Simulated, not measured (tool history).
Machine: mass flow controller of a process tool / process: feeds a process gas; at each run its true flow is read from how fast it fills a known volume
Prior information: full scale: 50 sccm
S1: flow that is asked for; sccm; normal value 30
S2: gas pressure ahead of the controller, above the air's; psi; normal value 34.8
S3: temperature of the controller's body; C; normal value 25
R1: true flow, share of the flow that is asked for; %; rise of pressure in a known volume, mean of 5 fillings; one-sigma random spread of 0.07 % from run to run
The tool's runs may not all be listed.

run 1 hour=0.0 | S1=30 S2=34.8 S3=25 | R1=99.00
run 2 hour=178.6 | S1=25 S2=34.8 S3=25 | R1=98.71
run 3 hour=317.4 | S1=30 S2=34.8 S3=25 | R1=98.94
run 4 hour=426.6 | S1=30 S2=34.8 S3=25 | R1=98.92
run 5 hour=518.5 | S1=30 S2=34.8 S3=25 | R1=99.01
run 6 hour=716.7 | S1=30 S2=34.8 S3=22 | R1=98.88

For run 7, what comes out?
run 7 hour=866.5 | S1=30 S2=34.8 S3=22 | R1=?

Logged for run 7: R1 98.83 %.
Without the tool's hidden state the same run would have given R1 98.83 %.
